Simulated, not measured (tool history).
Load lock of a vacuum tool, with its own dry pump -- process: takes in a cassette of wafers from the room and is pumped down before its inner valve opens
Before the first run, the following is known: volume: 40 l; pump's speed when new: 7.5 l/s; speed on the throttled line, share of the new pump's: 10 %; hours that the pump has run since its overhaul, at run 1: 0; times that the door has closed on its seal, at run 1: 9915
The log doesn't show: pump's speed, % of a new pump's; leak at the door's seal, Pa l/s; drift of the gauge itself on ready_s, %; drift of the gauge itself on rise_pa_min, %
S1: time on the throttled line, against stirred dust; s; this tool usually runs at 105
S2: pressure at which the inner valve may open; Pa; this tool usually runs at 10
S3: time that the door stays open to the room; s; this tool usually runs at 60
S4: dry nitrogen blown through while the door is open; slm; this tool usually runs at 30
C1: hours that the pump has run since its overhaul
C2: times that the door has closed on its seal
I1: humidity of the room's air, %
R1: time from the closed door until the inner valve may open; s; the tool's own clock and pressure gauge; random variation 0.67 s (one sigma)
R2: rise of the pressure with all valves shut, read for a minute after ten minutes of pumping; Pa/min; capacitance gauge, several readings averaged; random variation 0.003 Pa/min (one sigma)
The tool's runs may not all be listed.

Run 1, hour 0: usual settings; C1 0; C2 9915; I1 44.5. Result: R1 142.6 s, R2 0.027 Pa/min.
Run 2, hour 95.5: usual settings; C1 95; C2 10243; I1 45.1. Result: R1 142.3 s, R2 0.034 Pa/min.
Run 3, hour 184.4: usual settings; C1 184; C2 10548; I1 46.5. Result: R1 142.8 s, R2 0.03 Pa/min.
Run 4, hour 269.3: usual settings; C1 269; C2 10840; I1 44.9. Result: R1 143.1 s, R2 0.03 Pa/min.
Run 5, hour 334: usual settings but S2 12 Pa; C1 334; C2 11062; I1 43.3. Result: R1 143 s, R2 0.033 Pa/min.
Run 6, hour 396: usual settings but S4 4 slm; C1 396; C2 11274; I1 45. Result: R1 144.5 s, R2 0.052 Pa/min.
Run 7, hour 457.4: usual settings but S4 8 slm; C1 457; C2 11485; I1 44.7. Result: R1 144.1 s, R2 0.045 Pa/min.
Run 8, hour 506.9: usual settings; C1 507; C2 11655; I1 43.2. Result: R1 141.9 s, R2 0.03 Pa/min.
Run 9, hour 572.8: usual settings but S1 112 s; C1 573; C2 11882; I1 47.4. Result: R1 149.8 s, R2 0.038 Pa/min.
Run 10, hour 645.2: usual settings but S1 112 s; C1 645; C2 12130; I1 45. Result: R1 150.9 s, R2 0.033 Pa/min.
Run 11, hour 692.6: usual settings but S4 43 slm; C1 693; C2 12293; I1 43.8. Result: R1 142.1 s, R2 0.033 Pa/min.
Run 12, hour 775.9: usual settings but S4 5 slm; C1 776; C2 12579; I1 43.8. Result: R1 143.5 s, R2 0.048 Pa/min.
Run 13, hour 852: usual settings but S4 5 slm; C1 852; C2 12840; I1 42.6. Result: R1 144.1 s, R2 0.052 Pa/min.
Run 14, hour 905.3: usual settings but S4 5 slm; C1 905; C2 13023; I1 41.8. Result: R1 144.2 s, R2 0.06 Pa/min.
Run 15, hour 961.4: usual settings but S1 123 s, S4 5 slm; C1 961; C2 13215; I1 46.3. Result: R1 160 s, R2 0.055 Pa/min.
Run 16, hour 1040.7: usual settings; C1 1041; C2 13488; I1 43. Result: R1 144.4 s, R2 0.042 Pa/min.
Run 17, hour 1083.6: usual settings but S3 115 s; C1 1084; C2 13635; I1 44.8. Result: R1 143.3 s, R2 0.044 Pa/min.

Forecast run 18:
Run 18, hour 1134.7: usual settings but S2 13 Pa, S4 8 slm; C1 1135; C2 13810; I1 43.7. Result: R1 ?, R2 ?.

R1: 142.4 s
R2: 0.044 Pa/min
With the hidden condition absent and the run-to-run variation left alone, this run would have shown R1 142.2 s, R2 0.017 Pa/min.
